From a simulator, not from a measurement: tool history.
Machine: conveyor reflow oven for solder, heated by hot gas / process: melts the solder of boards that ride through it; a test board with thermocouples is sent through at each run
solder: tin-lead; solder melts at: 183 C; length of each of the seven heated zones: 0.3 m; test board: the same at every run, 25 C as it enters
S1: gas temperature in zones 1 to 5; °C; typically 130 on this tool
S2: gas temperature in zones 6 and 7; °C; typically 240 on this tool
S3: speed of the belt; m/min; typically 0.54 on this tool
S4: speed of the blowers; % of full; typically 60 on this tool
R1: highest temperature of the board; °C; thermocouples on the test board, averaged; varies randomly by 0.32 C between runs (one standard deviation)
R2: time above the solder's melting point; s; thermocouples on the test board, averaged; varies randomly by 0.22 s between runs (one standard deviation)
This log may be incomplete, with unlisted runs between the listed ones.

run   hour   S1   S2    S3  S4     R1    R2
  1    0.0  130  240  0.54  60  218.3  48.7
  2   20.0  130  240  0.54  60  218.5  48.3
  3   38.6  130  240  0.54  60  217.8  48.0
  4   60.5  130  240  0.54  60  218.0  48.3
  5   89.5  130  240  0.54  60  218.1  48.0
  6  127.4  118  240  0.54  60  215.3  43.2
  7  151.0  118  240  0.54  60  215.0  43.0
  8  167.8  130  240  0.54  58  217.7  47.3
  9  200.6  130  240  0.54  58  216.2  47.7
 10  219.2  130  240  0.54  58  216.9  46.9
     234.6  -- flux residue cleaned out of gas plates and filters
 11  264.5  130  240  0.54  58  220.0  49.6
 12  290.1  130  240  0.54  58  218.7  49.4
 13  318.6  130  240  0.54  58  219.4  49.0
 14  357.5  135  240  0.54  60  220.3  51.4
 15  384.5  135  240  0.54  60  220.8  51.6

Forecast run 16:
 16  417.3  135  240  0.54  60   ?   ?

Logged for run 16: R1 220.8 °C, R2 51.9 s.
The same run, on a tool lacking any hidden state, would have yielded R1 220.9 °C, R2 50.8 s.

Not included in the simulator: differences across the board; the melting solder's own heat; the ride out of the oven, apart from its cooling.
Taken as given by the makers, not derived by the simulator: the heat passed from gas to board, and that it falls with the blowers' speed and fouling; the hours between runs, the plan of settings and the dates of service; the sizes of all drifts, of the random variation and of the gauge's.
